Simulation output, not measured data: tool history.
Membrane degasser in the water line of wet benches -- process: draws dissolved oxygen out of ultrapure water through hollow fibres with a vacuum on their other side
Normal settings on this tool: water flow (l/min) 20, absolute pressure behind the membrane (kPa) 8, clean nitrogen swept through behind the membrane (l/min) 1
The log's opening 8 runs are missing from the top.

run	hour	water flow (l/min)	absolute pressure behind the membrane (kPa)	clean nitrogen swept through behind the membrane (l/min)	hours since the membrane was changed	hours since the vacuum gauge was calibrated	hours since the vacuum lines were made tight	dissolved oxygen in the water behind the degasser (ppb)	pressure that the water loses in the fibres (kPa)
9	477	20	8	0.65	3439	234	2391	341.7	65.97
10	535.7	20	6.36	0.65	3498	292	2450	241.5	66.08
11	587.2	20	8	1.13	3550	344	2501	230.6	66.19
12	630.6	20	8	1.72	3593	387	2545	172.6	66.69
13	709.8	20	8	1.72	3672	467	2624	172.6	66.16
14	780	20	8	1.72	3742	537	2694	172	66.01
15	857.4	20	8	1.4	3820	614	2772	197.9	66.07
16	933.6	20	8	1.4	3896	690	2848	197.5	65.88
17	970.1	20	8.83	1.4	3933	727	2884	224.3	65.8
18	1026.4	20	8.83	1.4	3989	783	2941	224	66.08
19	1103.7	13	8.83	1.4	4066	860	3018	126.4	43.09
20	1175.6	13	6.41	1.9	4138	932	3090	56.7	43.21
21	1238.6	22	15.04	1	4201	995	3153	599	72.9
22	1275.4	12	8	2.61	4238	1032	3189	55.9	39.76
23	1332.4	12	11.8	1.37	4295	1089	3246	179.7	39.47
24	1400.5	31	17.56	0.98	4363	1157	3315	1071.7	102.77
25	1454.1	13	11.93	0.76	4416	1211	3368	331.9	43.29
26	1523.6	19	15.88	1.31	4486	1280	3438	433.8	63.38
27	1572.3	19	15.88	1.98	4535	1329	3486	313.3	62.93
28	1635.3	19	15.88	1.98	4598	1392	3549	312.9	62.87
29	1707.3	13	7.15	0.65	4670	1464	3621	177.2	42.75
30	1753.9	13	7.15	0.65	4716	1511	3668	177.6	43.1
31	1808	17	7.45	1	4770	1565	3722	179.8	56.41
32	1859.9	13	5.2	1	4822	1617	3774	64.1	42.77

Forecast each of these 4 alternatives for the next run:
A	1927.6	28	8	1	4890	1684	3842	?	?
B	1927.6	12	19.97	0.95	4890	1684	3842	?	?
C	1927.6	13	8.3	1.56	4890	1684	3842	?	?
D	1927.6	20	8	0.68	4890	1684	3842	?	?

run	dissolved oxygen in the water behind the degasser (ppb)	pressure that the water loses in the fibres (kPa)
A	437.5	92.53
B	468.3	39.53
C	104.8	43.43
D	332	66.39
Stripped of hidden state, with their random variation kept, the same runs would have yielded:
run	dissolved oxygen in the water behind the degasser (ppb)	pressure that the water loses in the fibres (kPa)
A	436.9	92.46
B	467.9	39.5
C	104.7	43.4
D	331.7	66.34
